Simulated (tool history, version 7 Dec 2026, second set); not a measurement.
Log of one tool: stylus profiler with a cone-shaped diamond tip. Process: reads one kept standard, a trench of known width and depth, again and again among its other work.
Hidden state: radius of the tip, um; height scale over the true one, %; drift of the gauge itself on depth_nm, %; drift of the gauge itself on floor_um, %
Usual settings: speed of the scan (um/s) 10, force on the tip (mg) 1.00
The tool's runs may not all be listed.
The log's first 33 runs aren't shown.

run,hour,speed of the scan (um/s),force on the tip (mg),scans with this tip,hours of work since the height scale was calibrated,depth of the trench (Å),width of the trench's floor (µm)
34,698.2,3,0.43,15883,1187,1001.9,47.59
35,728.7,8,1.73,16169,1208,1008.6,47.55
36,753.0,35,1.43,16397,1225,1007.3,47.37
37,772.8,27,0.93,16582,1239,1004.7,47.40
38,790.2,4,0.43,16745,1251,1001.7,47.60
39,803.9,6,2.66,16874,1261,1012.5,47.59
40,818.4,6,2.66,17009,1271,1012.4,47.63
41,833.9,15,2.68,17155,1282,1012.5,47.52
42,855.7,5,0.77,17359,1297,1003.8,47.52
43,881.2,3,1.03,17599,1315,1005.3,47.60
# hour 895.5: height scale calibrated on a step standard
44,912.3,12,1.00,17886,12,1007.2,47.56
45,935.9,10,1.74,18107,28,1011.1,47.47
46,963.4,7,1.60,18364,48,1010.5,47.56
47,986.7,7,1.60,18583,64,1010.6,47.52

3 ways to go on from here, each from the tool as it stands after run 47. What would each give?
A,1015.8,34,0.65,18856,84,?,?
B,1015.8,4,1.00,18856,84,?,?
C,1015.8,7,1.86,18856,84,?,?

run,depth of the trench (Å),width of the trench's floor (µm)
A,1005.4,47.24
B,1007.5,47.55
C,1011.3,47.56
Without the tool's hidden state the same runs would have given:
run,depth of the trench (Å),width of the trench's floor (µm)
A,1006.1,47.68
B,1008.2,48.00
C,1011.9,48.00

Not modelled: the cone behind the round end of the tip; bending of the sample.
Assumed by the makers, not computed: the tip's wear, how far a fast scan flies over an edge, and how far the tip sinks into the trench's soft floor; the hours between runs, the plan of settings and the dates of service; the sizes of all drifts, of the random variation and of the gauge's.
